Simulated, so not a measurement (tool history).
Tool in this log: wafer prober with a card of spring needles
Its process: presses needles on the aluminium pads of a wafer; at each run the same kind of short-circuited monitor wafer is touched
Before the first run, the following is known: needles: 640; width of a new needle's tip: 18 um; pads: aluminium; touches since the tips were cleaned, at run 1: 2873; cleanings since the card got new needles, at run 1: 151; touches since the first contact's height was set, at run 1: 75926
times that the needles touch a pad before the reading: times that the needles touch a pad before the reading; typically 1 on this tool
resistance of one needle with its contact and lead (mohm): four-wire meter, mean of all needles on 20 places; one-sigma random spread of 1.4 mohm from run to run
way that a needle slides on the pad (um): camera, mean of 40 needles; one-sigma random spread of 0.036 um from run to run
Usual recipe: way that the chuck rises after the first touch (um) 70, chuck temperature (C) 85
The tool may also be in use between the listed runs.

run,hour,way that the chuck rises after the first touch (um),chuck temperature (C),times that the needles touch a pad before the reading,touches since the tips were cleaned,cleanings since the card got new needles,touches since the first contact's height was set,resistance of one needle with its contact and lead (mohm),way that a needle slides on the pad (um)
1,0.0,70,85,1,2873,151,75926,128,14.40
# hour 12.8: tips cleaned on abrasive film
# hour 29.8: tips cleaned on abrasive film
# hour 46.8: tips cleaned on abrasive film
# hour 68.0: tips cleaned on abrasive film
2,78.1,83,85,1,4600,155,111286,130,17.02
# hour 86.6: tips cleaned on abrasive film
# hour 103.6: tips cleaned on abrasive film
# hour 103.9: height of the first contact set anew
# hour 125.2: tips cleaned on abrasive film
# hour 146.4: tips cleaned on abrasive film
3,159.7,83,85,1,6045,159,25269,125,17.03
# hour 164.0: tips cleaned on abrasive film
# hour 184.8: tips cleaned on abrasive film
# hour 201.8: tips cleaned on abrasive film
# hour 218.8: tips cleaned on abrasive film
# hour 235.8: tips cleaned on abrasive film
4,244.2,70,85,2,3843,164,63515,129,14.26
# hour 257.0: tips cleaned on abrasive film
# hour 274.0: tips cleaned on abrasive film
# hour 294.9: tips cleaned on abrasive film
# hour 316.0: tips cleaned on abrasive film
# hour 337.2: tips cleaned on abrasive film
# hour 349.2: card fitted with new needles
5,355.6,70,85,1,2926,0,2926,129,14.40
# hour 368.1: tips cleaned on abrasive film
# hour 385.1: tips cleaned on abrasive film
# hour 402.1: tips cleaned on abrasive film
# hour 423.1: tips cleaned on abrasive film
# hour 440.1: tips cleaned on abrasive film
6,444.5,70,36,1,1985,5,43150,124,14.36
# hour 457.2: tips cleaned on abrasive film
# hour 478.2: tips cleaned on abrasive film
# hour 495.2: tips cleaned on abrasive film
# hour 512.2: tips cleaned on abrasive film
# hour 529.2: tips cleaned on abrasive film
7,537.2,70,36,1,3664,10,85127,123,14.38
# hour 550.0: tips cleaned on abrasive film
# hour 571.1: tips cleaned on abrasive film
# hour 588.1: tips cleaned on abrasive film
# hour 609.3: tips cleaned on abrasive film
8,614.3,70,43,1,2292,14,120021,124,14.41
# hour 618.8: height of the first contact set anew
# hour 627.4: tips cleaned on abrasive film
# hour 644.4: tips cleaned on abrasive film
# hour 661.4: tips cleaned on abrasive film
# hour 682.5: tips cleaned on abrasive film
# hour 703.5: tips cleaned on abrasive film
9,707.1,70,43,1,1653,19,39944,125,14.27
# hour 724.1: tips cleaned on abrasive film
# hour 741.1: tips cleaned on abrasive film
10,756.2,70,43,1,6871,21,62195,124,14.41
# hour 760.5: tips cleaned on abrasive film
# hour 777.5: tips cleaned on abrasive film
# hour 794.5: tips cleaned on abrasive film
# hour 815.7: tips cleaned on abrasive film
11,832.0,70,49,1,7395,25,96503,128,14.36
# hour 836.3: tips cleaned on abrasive film
# hour 857.5: tips cleaned on abrasive film
# hour 874.5: tips cleaned on abrasive film
# hour 891.5: tips cleaned on abrasive film
# hour 891.8: height of the first contact set anew
# hour 913.0: tips cleaned on abrasive film
12,916.3,70,51,1,1487,30,11099,127,14.29
# hour 933.3: tips cleaned on abrasive film
# hour 950.3: tips cleaned on abrasive film
13,962.4,51,85,1,5501,32,31981,134,10.48
# hour 970.9: tips cleaned on abrasive film
# hour 992.2: tips cleaned on abrasive film
# hour 1010.3: tips cleaned on abrasive film
14,1010.3,51,58,2,0,35,53641,130,10.39
# hour 1031.3: tips cleaned on abrasive film
# hour 1052.3: tips cleaned on abrasive film
# hour 1073.5: tips cleaned on abrasive film
# hour 1094.7: tips cleaned on abrasive film
15,1101.9,51,58,2,3263,39,95157,132,10.44
# hour 1114.7: tips cleaned on abrasive film
# hour 1131.7: tips cleaned on abrasive film
# hour 1148.7: tips cleaned on abrasive film
# hour 1161.6: height of the first contact set anew
# hour 1170.1: tips cleaned on abrasive film
16,1180.5,70,45,1,4726,43,8571,126,14.32
# hour 1189.1: tips cleaned on abrasive film
# hour 1206.1: tips cleaned on abrasive film
# hour 1227.1: tips cleaned on abrasive film
# hour 1244.1: tips cleaned on abrasive film
# hour 1265.2: tips cleaned on abrasive film
17,1267.9,84,85,1,1264,48,48126,128,17.18
# hour 1284.8: tips cleaned on abrasive film
# hour 1301.8: tips cleaned on abrasive film
# hour 1323.0: tips cleaned on abrasive film
18,1328.4,84,85,1,2467,51,75525,128,17.26
# hour 1341.2: tips cleaned on abrasive film
# hour 1358.2: tips cleaned on abrasive film
# hour 1379.1: tips cleaned on abrasive film
# hour 1396.1: tips cleaned on abrasive film
# hour 1413.1: tips cleaned on abrasive film
19,1422.7,63,32,2,4345,56,118183,125,12.92
# hour 1431.2: tips cleaned on abrasive film
# hour 1431.5: height of the first contact set anew
# hour 1448.5: tips cleaned on abrasive film
# hour 1465.5: tips cleaned on abrasive film
# hour 1486.7: tips cleaned on abrasive film
20,1494.1,63,102,2,3336,60,28329,134,12.94
# hour 1506.8: tips cleaned on abrasive film
# hour 1523.8: tips cleaned on abrasive film
# hour 1545.1: tips cleaned on abrasive film
21,1546.4,63,102,2,602,63,52001,134,12.84
# hour 1563.4: tips cleaned on abrasive film
# hour 1584.6: tips cleaned on abrasive film
# hour 1601.6: tips cleaned on abrasive film
22,1605.2,80,102,2,1635,66,78631,132,16.38
# hour 1622.2: tips cleaned on abrasive film
# hour 1639.2: tips cleaned on abrasive film
# hour 1656.2: tips cleaned on abrasive film
# hour 1673.2: tips cleaned on abrasive film
23,1673.8,83,27,1,298,70,109689,118,17.06
# hour 1690.8: tips cleaned on abrasive film
# hour 1703.8: height of the first contact set anew
# hour 1708.1: tips cleaned on abrasive film
# hour 1725.1: tips cleaned on abrasive film
# hour 1742.1: tips cleaned on abrasive film
# hour 1759.1: tips cleaned on abrasive film
24,1760.1,83,27,1,444,75,25436,122,17.04
# hour 1776.8: tips cleaned on abrasive film
# hour 1793.8: tips cleaned on abrasive film
# hour 1810.8: tips cleaned on abrasive film
# hour 1827.8: tips cleaned on abrasive film
25,1836.7,58,85,1,4045,79,60128,133,11.87
# hour 1845.3: tips cleaned on abrasive film
# hour 1862.3: tips cleaned on abrasive film
# hour 1879.3: tips cleaned on abrasive film
# hour 1896.3: tips cleaned on abrasive film
# hour 1917.3: tips cleaned on abrasive film
26,1918.2,70,85,1,387,84,96978,132,14.39

3 options for the next run, each taken on its own from the tool as it stands now. Forecast them:
# hour 1935.2: tips cleaned on abrasive film
# hour 1952.2: tips cleaned on abrasive film
# hour 1973.4: tips cleaned on abrasive film
# hour 1973.7: height of the first contact set anew
# hour 1990.7: tips cleaned on abrasive film
# hour 2010.1: tips cleaned on abrasive film
A,2010.1,88,85,2,0,89,16456,?,?
# hour 1935.2: tips cleaned on abrasive film
# hour 1952.2: tips cleaned on abrasive film
# hour 1973.4: tips cleaned on abrasive film
# hour 1973.7: height of the first contact set anew
# hour 1990.7: tips cleaned on abrasive film
# hour 2010.1: tips cleaned on abrasive film
B,2010.1,57,45,2,0,89,16456,?,?
# hour 1935.2: tips cleaned on abrasive film
# hour 1952.2: tips cleaned on abrasive film
# hour 1973.4: tips cleaned on abrasive film
# hour 1973.7: height of the first contact set anew
# hour 1990.7: tips cleaned on abrasive film
# hour 2010.1: tips cleaned on abrasive film
C,2010.1,70,59,1,0,89,16456,?,?

run,resistance of one needle with its contact and lead (mohm),way that a needle slides on the pad (um)
A,124,18.06
B,128,11.73
C,126,14.39
What these runs would have given with no unlogged condition in the tool:
run,resistance of one needle with its contact and lead (mohm),way that a needle slides on the pad (um)
A,124,18.06
B,128,11.73
C,126,14.39
